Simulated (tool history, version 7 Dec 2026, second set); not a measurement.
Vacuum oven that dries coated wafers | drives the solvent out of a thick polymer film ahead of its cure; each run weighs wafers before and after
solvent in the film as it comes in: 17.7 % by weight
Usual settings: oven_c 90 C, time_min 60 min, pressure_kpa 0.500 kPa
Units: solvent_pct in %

Run 1, day 0.000: usual settings. Result: solvent_pct 1.35 %.
Run 2, day 0.258: usual settings. Result: solvent_pct 1.37 %.
Run 3, day 0.767: usual settings. Result: solvent_pct 1.18 %.
Run 4, day 1.225: usual settings. Result: solvent_pct 1.31 %.
Run 5, day 1.521: usual settings. Result: solvent_pct 1.31 %.
Run 6, day 1.958: usual settings but pressure_kpa 0.633 kPa. Result: solvent_pct 1.46 %.
Run 7, day 2.292: usual settings but pressure_kpa 0.633 kPa. Result: solvent_pct 1.41 %.
Run 8, day 2.617: usual settings but pressure_kpa 0.633 kPa. Result: solvent_pct 1.43 %.
Run 9, day 3.146: usual settings. Result: solvent_pct 1.21 %.
Run 10, day 3.658: usual settings but oven_c 93 C. Result: solvent_pct 0.76 %.
Run 11, day 4.096: usual settings but oven_c 93 C. Result: solvent_pct 0.76 %.
Run 12, day 4.367: usual settings but oven_c 93 C. Result: solvent_pct 0.68 %.
Run 13, day 4.638: usual settings but oven_c 93 C, time_min 40 min. Result: solvent_pct 1.78 %.
Run 14, day 4.992: usual settings but oven_c 103 C, pressure_kpa 1.682 kPa. Result: solvent_pct 0.67 %.
Run 15, day 5.492: usual settings but oven_c 82 C, time_min 66 min, pressure_kpa 1.682 kPa. Result: solvent_pct 4.01 %.
Run 16, day 5.738: usual settings but oven_c 87 C, time_min 31 min, pressure_kpa 1.122 kPa. Result: solvent_pct 5.39 %.
Run 17, day 6.050: usual settings but oven_c 101 C, time_min 64 min, pressure_kpa 0.630 kPa. Result: solvent_pct 0.13 %.
Run 18, day 6.329: usual settings but oven_c 101 C, time_min 64 min, pressure_kpa 0.630 kPa. Result: solvent_pct 0.35 %.
Run 19, day 6.646: usual settings but oven_c 101 C, time_min 64 min, pressure_kpa 0.630 kPa. Result: solvent_pct 0.30 %.
Run 20, day 6.867: usual settings but oven_c 101 C, time_min 64 min, pressure_kpa 0.630 kPa. Result: solvent_pct 0.19 %.
Run 21, day 7.158: usual settings but oven_c 85 C, pressure_kpa 0.404 kPa. Result: solvent_pct 2.58 %.

The next listed run, before its measurement:
Run 22, day 7.608: usual settings but oven_c 85 C, pressure_kpa 0.404 kPa. Result: solvent_pct ?.

Run 22 gave solvent_pct 2.60 %.
Without the tool's hidden state the same run would have given solvent_pct 2.59 %.
